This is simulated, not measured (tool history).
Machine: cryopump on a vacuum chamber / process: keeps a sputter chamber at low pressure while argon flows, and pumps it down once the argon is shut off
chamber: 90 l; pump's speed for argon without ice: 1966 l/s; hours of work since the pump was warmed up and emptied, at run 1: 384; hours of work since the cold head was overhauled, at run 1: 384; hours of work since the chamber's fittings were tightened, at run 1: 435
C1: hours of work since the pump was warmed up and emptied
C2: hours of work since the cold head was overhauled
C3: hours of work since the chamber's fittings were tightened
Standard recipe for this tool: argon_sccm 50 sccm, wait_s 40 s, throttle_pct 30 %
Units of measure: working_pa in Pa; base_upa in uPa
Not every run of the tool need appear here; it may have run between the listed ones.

Run 1, day 0.000: usual settings; C1 384; C2 384; C3 435. Result: working_pa 0.1600 Pa, base_upa 2.04 uPa.
Run 2, day 0.883: usual settings; C1 396; C2 396; C3 446. Result: working_pa 0.1609 Pa, base_upa 2.15 uPa.
Run 3, day 2.146: usual settings but wait_s 69 s; C1 412; C2 412; C3 462. Result: working_pa 0.1631 Pa, base_upa 1.42 uPa.
Run 4, day 3.338: usual settings but wait_s 69 s; C1 427; C2 427; C3 477. Result: working_pa 0.1638 Pa, base_upa 1.40 uPa.
Run 5, day 4.012: usual settings but wait_s 69 s; C1 436; C2 436; C3 486. Result: working_pa 0.1640 Pa, base_upa 1.37 uPa.
Run 6, day 5.212: usual settings but wait_s 69 s; C1 451; C2 451; C3 502. Result: working_pa 0.1640 Pa, base_upa 1.42 uPa.
At day 5.746: pump warmed up, emptied and cooled again.
Run 7, day 6.233: usual settings but wait_s 69 s, throttle_pct 18 %; C1 6; C2 462; C3 512. Result: working_pa 0.2389 Pa, base_upa 1.28 uPa.
Run 8, day 6.933: usual settings but wait_s 69 s, throttle_pct 18 %; C1 15; C2 471; C3 521. Result: working_pa 0.2376 Pa, base_upa 1.30 uPa.
Run 9, day 8.104: usual settings but wait_s 31 s, throttle_pct 18 %; C1 30; C2 486; C3 536. Result: working_pa 0.2415 Pa, base_upa 2.60 uPa.
Run 10, day 8.967: usual settings but throttle_pct 32 %; C1 41; C2 497; C3 547. Result: working_pa 0.1357 Pa, base_upa 2.03 uPa.
Run 11, day 9.621: usual settings but throttle_pct 32 %; C1 50; C2 505; C3 555. Result: working_pa 0.1365 Pa, base_upa 2.02 uPa.
Run 12, day 10.300: usual settings but throttle_pct 32 %; C1 58; C2 514; C3 564. Result: working_pa 0.1351 Pa, base_upa 2.01 uPa.
Run 13, day 10.996: usual settings but argon_sccm 24 sccm; C1 67; C2 523; C3 573. Result: working_pa 0.0700 Pa, base_upa 1.99 uPa.
Run 14, day 11.871: usual settings but argon_sccm 24 sccm, throttle_pct 20 %; C1 79; C2 534; C3 584. Result: working_pa 0.1048 Pa, base_upa 2.04 uPa.
Run 15, day 13.117: usual settings; C1 94; C2 550; C3 600. Result: working_pa 0.1471 Pa, base_upa 2.00 uPa.
Run 16, day 14.012: usual settings but argon_sccm 47 sccm, wait_s 71 s, throttle_pct 21 %; C1 106; C2 561; C3 612. Result: working_pa 0.1958 Pa, base_upa 1.28 uPa.
Run 17, day 14.846: usual settings but argon_sccm 27 sccm, wait_s 177 s, throttle_pct 17 %; C1 117; C2 572; C3 622. Result: working_pa 0.1403 Pa, base_upa 0.74 uPa.
Run 18, day 16.154: usual settings but argon_sccm 28 sccm, wait_s 120 s, throttle_pct 52 %; C1 133; C2 589; C3 639. Result: working_pa 0.0497 Pa, base_upa 0.93 uPa.
Run 19, day 17.400: usual settings but argon_sccm 68 sccm, wait_s 256 s, throttle_pct 36 %; C1 149; C2 605; C3 655. Result: working_pa 0.1717 Pa, base_upa 0.63 uPa.
Run 20, day 18.554: usual settings but argon_sccm 79 sccm, throttle_pct 18 %; C1 164; C2 620; C3 670. Result: working_pa 0.3873 Pa, base_upa 2.13 uPa.
Run 21, day 19.442: usual settings but argon_sccm 84 sccm, wait_s 71 s, throttle_pct 21 %; C1 176; C2 631; C3 681. Result: working_pa 0.3562 Pa, base_upa 1.37 uPa.
Run 22, day 20.554: usual settings but argon_sccm 29 sccm, wait_s 159 s, throttle_pct 58 %; C1 190; C2 645; C3 696. Result: working_pa 0.0476 Pa, base_upa 0.79 uPa.
Run 23, day 21.912: usual settings but argon_sccm 29 sccm, wait_s 159 s, throttle_pct 58 %; C1 207; C2 663; C3 713. Result: working_pa 0.0474 Pa, base_upa 0.81 uPa.
Run 24, day 22.888: usual settings but argon_sccm 29 sccm, wait_s 159 s, throttle_pct 58 %; C1 220; C2 675; C3 725. Result: working_pa 0.0481 Pa, base_upa 0.81 uPa.
Run 25, day 23.688: usual settings but argon_sccm 91 sccm, wait_s 110 s, throttle_pct 16 %; C1 230; C2 685; C3 736. Result: working_pa 0.5052 Pa, base_upa 1.00 uPa.
Run 26, day 24.975: usual settings but argon_sccm 91 sccm, wait_s 110 s, throttle_pct 16 %; C1 246; C2 702; C3 752. Result: working_pa 0.5069 Pa, base_upa 1.07 uPa.
Run 27, day 25.625: usual settings but argon_sccm 39 sccm, wait_s 110 s, throttle_pct 45 %; C1 255; C2 710; C3 761. Result: working_pa 0.0827 Pa, base_upa 1.09 uPa.
Run 28, day 27.025: usual settings but argon_sccm 35 sccm, wait_s 34 s, throttle_pct 53 %; C1 273; C2 728; C3 778. Result: working_pa 0.0650 Pa, base_upa 2.58 uPa.
Run 29, day 28.362: usual settings but argon_sccm 92 sccm, wait_s 286 s, throttle_pct 29 %; C1 290; C2 745; C3 796. Result: working_pa 0.2969 Pa, base_upa 0.67 uPa.

Results per run with the tool's hidden condition removed, run-to-run variation unchanged:
Unlogged tool condition in this case: pump's speed, % of a pump's without ice; cold plate's temperature, K; leak into the chamber, uPa l/s; drift of the gauge itself on working_pa, %; drift of the gauge itself on base_upa, %.
run  working_pa  base_upa
  1      0.1420      1.82
  2      0.1423      1.91
  3      0.1431      1.18
  4      0.1428      1.15
  5      0.1424      1.11
  6      0.1414      1.15
  7      0.2383      1.14
  8      0.2367      1.16
  9      0.2400      2.46
 10      0.1339      1.88
 11      0.1344      1.87
 12      0.1326      1.85
 13      0.0687      1.83
 14      0.1033      1.88
 15      0.1433      1.82
 16      0.1919      1.09
 17      0.1378      0.56
 18      0.0467      0.73
 19      0.1635      0.42
 20      0.3768      1.92
 21      0.3442      1.15
 22      0.0431      0.56
 23      0.0425      0.58
 24      0.0429      0.57
 25      0.4878      0.75
 26      0.4880      0.80
 27      0.0743      0.81
 28      0.0568      2.29
 29      0.2736      0.38
